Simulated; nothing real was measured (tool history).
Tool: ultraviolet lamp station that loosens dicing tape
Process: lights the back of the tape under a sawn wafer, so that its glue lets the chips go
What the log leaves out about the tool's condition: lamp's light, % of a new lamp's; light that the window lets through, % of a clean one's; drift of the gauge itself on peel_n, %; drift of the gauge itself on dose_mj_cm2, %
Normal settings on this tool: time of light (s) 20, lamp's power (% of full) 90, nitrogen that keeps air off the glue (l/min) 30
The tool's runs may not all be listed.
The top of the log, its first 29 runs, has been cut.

| run | hour | time of light (s) | lamp's power (% of full) | nitrogen that keeps air off the glue (l/min) | hours of work of the lamp | hours of work since the window was cleaned | force that peels the tape off (N) | light that reached the tape (J/m2) |
|---|---|---|---|---|---|---|---|---|
| 30 | 395.0 | 13 | 93 | 46 | 519 | 250 | 0.225 | 3020 |
| 31 | 407.0 | 17 | 88 | 23 | 525 | 256 | 0.214 | 3720 |
| 32 | 416.1 | 38 | 93 | 33 | 529 | 260 | 0.075 | 8800 |
| 33 | 433.2 | 38 | 93 | 33 | 537 | 268 | 0.069 | 8810 |
| 34 | 447.6 | 12 | 76 | 43 | 543 | 274 | 0.456 | 2220 |
| 35 | 458.0 | 13 | 79 | 12 | 548 | 279 | 0.721 | 2510 |
| 36 | 468.7 | 13 | 76 | 12 | 553 | 284 | 0.818 | 2410 |
| 37 | 478.2 | 21 | 72 | 10 | 557 | 289 | 0.383 | 3720 |
| 38 | 497.7 | 23 | 66 | 30 | 566 | 298 | 0.181 | 3650 |
| 39 | 517.3 | 12 | 87 | 9 | 576 | 307 | 0.831 | 2570 |
| 40 | 533.5 | 13 | 74 | 25 | 583 | 314 | 0.563 | 2370 |
| 41 | 545.0 | 13 | 74 | 25 | 588 | 319 | 0.585 | 2350 |
| 42 | 555.3 | 13 | 74 | 25 | 593 | 324 | 0.551 | 2290 |
| 43 | 568.8 | 20 | 66 | 12 | 599 | 330 | 0.463 | 3190 |
| 44 | 585.5 | 19 | 86 | 10 | 607 | 338 | 0.350 | 3880 |

Here are 4 independent what-if runs from the current tool condition. What would each one return?
| A | 605.3 | 19 | 86 | 11 | 616 | 347 | ? | ? |
| B | 605.3 | 11 | 92 | 30 | 616 | 347 | ? | ? |
| C | 605.3 | 26 | 67 | 21 | 616 | 347 | ? | ? |
| D | 605.3 | 20 | 76 | 12 | 616 | 347 | ? | ? |

| run | force that peels the tape off (N) | light that reached the tape (J/m2) |
|---|---|---|
| A | 0.325 | 3910 |
| B | 0.458 | 2400 |
| C | 0.166 | 4180 |
| D | 0.355 | 3660 |
Stripped of hidden state, with their random variation kept, the same runs would have yielded:
| run | force that peels the tape off (N) | light that reached the tape (J/m2) |
|---|---|---|
| A | 0.185 | 4980 |
| B | 0.266 | 3070 |
| C | 0.099 | 5330 |
| D | 0.201 | 4660 |
